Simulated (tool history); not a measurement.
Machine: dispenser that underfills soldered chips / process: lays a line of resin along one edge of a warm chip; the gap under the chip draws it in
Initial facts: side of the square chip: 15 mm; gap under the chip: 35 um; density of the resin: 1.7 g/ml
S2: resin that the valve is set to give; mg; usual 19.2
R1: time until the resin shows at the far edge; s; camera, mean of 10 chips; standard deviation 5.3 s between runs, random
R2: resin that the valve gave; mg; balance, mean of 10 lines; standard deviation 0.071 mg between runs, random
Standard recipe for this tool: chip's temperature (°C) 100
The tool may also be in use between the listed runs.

run 1 hour=0.0 | chip's_temperature_(°C)=100 S2=19.2 | R1=700.6 R2=18.75
run 2 hour=3.4 | chip's_temperature_(°C)=100 S2=19.2 | R1=785.0 R2=18.73
-- hour=7.2 new syringe of resin
run 3 hour=11.1 | chip's_temperature_(°C)=100 S2=19.2 | R1=606.1 R2=18.88
run 4 hour=17.3 | chip's_temperature_(°C)=110 S2=19.2 | R1=573.2 R2=18.87
-- hour=21.6 new syringe of resin
run 5 hour=24.3 | chip's_temperature_(°C)=110 S2=19.2 | R1=452.0 R2=18.68
run 6 hour=29.0 | chip's_temperature_(°C)=100 S2=19.2 | R1=679.6 R2=18.69
run 7 hour=33.2 | chip's_temperature_(°C)=100 S2=19.2 | R1=773.3 R2=18.78
-- hour=36.2 new syringe of resin
run 8 hour=37.8 | chip's_temperature_(°C)=100 S2=19.2 | R1=566.4 R2=18.76
run 9 hour=43.4 | chip's_temperature_(°C)=100 S2=19.2 | R1=678.6 R2=18.58
-- hour=45.7 dispensing valve cleaned and set on the balance
run 10 hour=50.4 | chip's_temperature_(°C)=100 S2=19.2 | R1=833.1 R2=19.11
-- hour=51.8 new syringe of resin
run 11 hour=56.9 | chip's_temperature_(°C)=100 S2=19.2 | R1=639.5 R2=19.05
run 12 hour=61.0 | chip's_temperature_(°C)=100 S2=19.2 | R1=731.2 R2=19.11
run 13 hour=64.6 | chip's_temperature_(°C)=100 S2=19.2 | R1=827.0 R2=19.13
-- hour=66.1 new syringe of resin
run 14 hour=71.1 | chip's_temperature_(°C)=100 S2=17.1 | R1=642.6 R2=17.08
run 15 hour=78.6 | chip's_temperature_(°C)=100 S2=17.1 | R1=826.1 R2=17.07
-- hour=80.6 new syringe of resin
run 16 hour=86.2 | chip's_temperature_(°C)=100 S2=17.1 | R1=654.8 R2=16.97
run 17 hour=92.8 | chip's_temperature_(°C)=100 S2=17.1 | R1=812.7 R2=16.89
-- hour=95.4 new syringe of resin
run 18 hour=96.9 | chip's_temperature_(°C)=112 S2=22.5 | R1=400.3 R2=22.27
run 19 hour=104.0 | chip's_temperature_(°C)=112 S2=22.5 | R1=500.9 R2=22.25
-- hour=109.7 new syringe of resin
run 20 hour=110.4 | chip's_temperature_(°C)=102 S2=17.3 | R1=533.8 R2=17.15
run 21 hour=116.7 | chip's_temperature_(°C)=98 S2=18.2 | R1=722.5 R2=18.01
run 22 hour=120.9 | chip's_temperature_(°C)=98 S2=18.2 | R1=842.2 R2=17.93
-- hour=124.3 new syringe of resin
run 23 hour=127.7 | chip's_temperature_(°C)=103 S2=18.6 | R1=555.1 R2=18.19
run 24 hour=133.7 | chip's_temperature_(°C)=95 S2=17.2 | R1=865.9 R2=16.93
-- hour=139.1 new syringe of resin
run 25 hour=141.4 | chip's_temperature_(°C)=95 S2=17.2 | R1=694.3 R2=16.93
run 26 hour=146.5 | chip's_temperature_(°C)=110 S2=19.2 | R1=530.8 R2=18.77
run 27 hour=152.3 | chip's_temperature_(°C)=106 S2=17.4 | R1=726.5 R2=17.11
-- hour=153.7 new syringe of resin
run 28 hour=159.4 | chip's_temperature_(°C)=97 S2=24.1 | R1=682.1 R2=23.66
run 29 hour=166.1 | chip's_temperature_(°C)=109 S2=21.9 | R1=641.7 R2=21.38
-- hour=168.1 new syringe of resin
run 30 hour=172.0 | chip's_temperature_(°C)=109 S2=21.9 | R1=483.3 R2=21.44
-- hour=177.3 dispensing valve cleaned and set on the balance
run 31 hour=177.4 | chip's_temperature_(°C)=88 S2=24.2 | R1=973.7 R2=24.13
-- hour=183.3 new syringe of resin
run 32 hour=184.9 | chip's_temperature_(°C)=88 S2=24.2 | R1=778.3 R2=24.23
run 33 hour=190.5 | chip's_temperature_(°C)=96 S2=19.2 | R1=758.6 R2=19.00
run 34 hour=196.5 | chip's_temperature_(°C)=96 S2=19.2 | R1=945.5 R2=19.06

Subtracting, for every run, the result it would have given without the tool's unlogged condition from the measured result gives the following. The same run-to-run variation enters both numbers; the gauge's scatter may not:
Hidden state at play: resin's viscosity, % of fresh resin's; dose that the valve gives, % of what is set; true chip temperature over the reading, C; drift of the gauge itself on fill_s, %; drift of the gauge itself on given_mg, %.
run=1 R1=+169.6 R2=-0.36
run=2 R1=+254.7 R2=-0.37
run=3 R1=+82.6 R2=-0.41
run=4 R1=+170.8 R2=-0.44
run=5 R1=+42.8 R2=-0.47
run=6 R1=+154.1 R2=-0.48
run=7 R1=+253.1 R2=-0.50
run=8 R1=+41.7 R2=-0.52
run=9 R1=+156.8 R2=-0.54
run=10 R1=+304.9 R2=+0.00
run=11 R1=+114.5 R2=-0.03
run=12 R1=+208.2 R2=-0.04
run=13 R1=+302.4 R2=-0.06
run=14 R1=+103.0 R2=-0.08
run=15 R1=+285.1 R2=-0.10
run=16 R1=+118.4 R2=-0.13
run=17 R1=+279.6 R2=-0.15
run=18 R1=+23.2 R2=-0.22
run=19 R1=+128.6 R2=-0.25
run=20 R1=+24.7 R2=-0.21
run=21 R1=+164.2 R2=-0.25
run=22 R1=+277.5 R2=-0.26
run=23 R1=+73.5 R2=-0.30
run=24 R1=+251.9 R2=-0.30
run=25 R1=+70.0 R2=-0.32
run=26 R1=+125.7 R2=-0.38
run=27 R1=+272.3 R2=-0.37
run=28 R1=+132.6 R2=-0.56
run=29 R1=+228.7 R2=-0.53
run=30 R1=+75.1 R2=-0.57
run=31 R1=+263.2 R2=-0.04
run=32 R1=+64.9 R2=-0.08
run=33 R1=+180.9 R2=-0.08
run=34 R1=+357.1 R2=-0.11
